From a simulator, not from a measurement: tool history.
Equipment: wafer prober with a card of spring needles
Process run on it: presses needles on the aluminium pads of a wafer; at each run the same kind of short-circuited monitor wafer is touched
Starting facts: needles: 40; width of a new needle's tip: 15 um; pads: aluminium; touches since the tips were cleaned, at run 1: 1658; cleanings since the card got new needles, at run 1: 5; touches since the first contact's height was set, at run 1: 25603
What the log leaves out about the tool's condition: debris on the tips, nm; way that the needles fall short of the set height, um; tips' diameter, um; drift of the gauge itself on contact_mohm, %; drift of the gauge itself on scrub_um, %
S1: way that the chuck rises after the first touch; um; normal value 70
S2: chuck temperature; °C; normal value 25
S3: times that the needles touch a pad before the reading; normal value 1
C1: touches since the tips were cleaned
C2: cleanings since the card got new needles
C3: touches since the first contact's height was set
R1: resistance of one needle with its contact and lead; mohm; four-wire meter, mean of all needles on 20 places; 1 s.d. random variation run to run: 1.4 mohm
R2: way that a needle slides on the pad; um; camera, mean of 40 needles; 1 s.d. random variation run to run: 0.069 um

| run | hour | S1 | S2 | S3 | C1 | C2 | C3 | R1 | R2 |
|---|---|---|---|---|---|---|---|---|---|
| 1 | 0.0 | 70 | 25 | 1 | 1658 | 5 | 25603 | 180 | 9.42 |
| 2 | 5.0 | 70 | 25 | 1 | 2706 | 5 | 26651 | 204 | 9.43 |
| 3 | 11.6 | 70 | 25 | 1 | 4100 | 5 | 28045 | 222 | 9.42 |
|  | 14.5 | tips cleaned on abrasive film |
| 4 | 20.8 | 70 | 25 | 3 | 1330 | 6 | 29964 | 176 | 9.40 |
| 5 | 27.1 | 70 | 25 | 3 | 2647 | 6 | 31281 | 172 | 9.50 |
| 6 | 31.9 | 70 | 25 | 3 | 3656 | 6 | 32290 | 173 | 9.64 |
|  | 36.6 | tips cleaned on abrasive film |
| 7 | 40.4 | 70 | 25 | 3 | 798 | 7 | 34061 | 129 | 9.51 |
| 8 | 45.5 | 70 | 25 | 3 | 1863 | 7 | 35126 | 139 | 9.47 |
| 9 | 52.9 | 70 | 25 | 1 | 3426 | 7 | 36689 | 218 | 9.34 |
| 10 | 58.0 | 70 | 116 | 1 | 4501 | 7 | 37764 | 225 | 9.42 |
|  | 58.9 | tips cleaned on abrasive film |
| 11 | 66.9 | 70 | 116 | 1 | 1691 | 8 | 39616 | 181 | 9.41 |
| 12 | 75.8 | 84 | 116 | 1 | 3571 | 8 | 41496 | 191 | 11.24 |
|  | 81.4 | tips cleaned on abrasive film |
|  | 83.2 | tips cleaned on abrasive film, once more |
| 13 | 86.7 | 84 | 116 | 2 | 720 | 10 | 43733 | 134 | 11.35 |
| 14 | 91.7 | 84 | 116 | 2 | 1775 | 10 | 44788 | 148 | 11.27 |
| 15 | 98.2 | 84 | 116 | 2 | 3139 | 10 | 46152 | 160 | 11.24 |
|  | 105.1 | tips cleaned on abrasive film |
| 16 | 108.3 | 84 | 116 | 2 | 681 | 11 | 48265 | 139 | 11.08 |
| 17 | 115.0 | 84 | 78 | 2 | 2089 | 11 | 49673 | 151 | 11.33 |
| 18 | 121.2 | 80 | 64 | 2 | 3407 | 11 | 50991 | 166 | 10.81 |
|  | 127.1 | tips cleaned on abrasive film |
| 19 | 130.0 | 80 | 64 | 2 | 618 | 12 | 52812 | 132 | 10.75 |
| 20 | 138.9 | 80 | 64 | 2 | 2491 | 12 | 54685 | 160 | 10.83 |
| 21 | 144.4 | 80 | 64 | 2 | 3645 | 12 | 55839 | 164 | 10.86 |
|  | 149.0 | tips cleaned on abrasive film |
| 22 | 153.3 | 70 | 25 | 2 | 900 | 13 | 57693 | 143 | 9.25 |
| 23 | 159.6 | 70 | 115 | 1 | 2224 | 13 | 59017 | 197 | 9.23 |
| 24 | 170.2 | 70 | 115 | 1 | 4457 | 13 | 61250 | 228 | 9.35 |
|  | 171.0 | tips cleaned on abrasive film |
| 25 | 180.4 | 75 | 28 | 1 | 1983 | 14 | 63378 | 178 | 10.11 |
| 26 | 187.8 | 58 | 65 | 1 | 3529 | 14 | 64924 | 251 | 7.64 |
|  | 193.4 | tips cleaned on abrasive film |
| 27 | 194.8 | 58 | 83 | 1 | 296 | 15 | 66380 | 152 | 7.66 |
| 28 | 199.6 | 58 | 29 | 1 | 1315 | 15 | 67399 | 197 | 7.72 |
| 29 | 206.2 | 58 | 29 | 3 | 2692 | 15 | 68776 | 162 | 7.71 |
| 30 | 211.9 | 76 | 29 | 1 | 3891 | 15 | 69975 | 208 | 10.05 |
|  | 215.5 | tips cleaned on abrasive film |
| 31 | 220.1 | 70 | 25 | 3 | 975 | 16 | 71692 | 130 | 9.26 |
| 32 | 229.6 | 54 | 25 | 3 | 2977 | 16 | 73694 | 175 | 7.26 |
|  | 237.6 | tips cleaned on abrasive film |
| 33 | 237.6 | 54 | 25 | 3 | 0 | 17 | 75358 | 123 | 7.06 |
| 34 | 244.2 | 53 | 50 | 2 | 1384 | 17 | 76742 | 179 | 6.97 |

Branching from run 34: 4 alternative next runs. What would each branch give?
| A | 253.0 | 86 | 26 | 3 | 3239 | 17 | 78597 | ? | ? |
| B | 253.0 | 78 | 98 | 2 | 3239 | 17 | 78597 | ? | ? |
| C | 253.0 | 62 | 110 | 2 | 3239 | 17 | 78597 | ? | ? |
| D | 253.0 | 53 | 26 | 2 | 3239 | 17 | 78597 | ? | ? |

| run | R1 | R2 |
|---|---|---|
| A | 141 | 11.50 |
| B | 169 | 10.50 |
| C | 192 | 8.14 |
| D | 216 | 7.10 |
What these runs would have given with no unlogged condition in the tool:
| run | R1 | R2 |
|---|---|---|
| A | 114 | 11.71 |
| B | 123 | 10.71 |
| C | 126 | 8.34 |
| D | 116 | 7.31 |
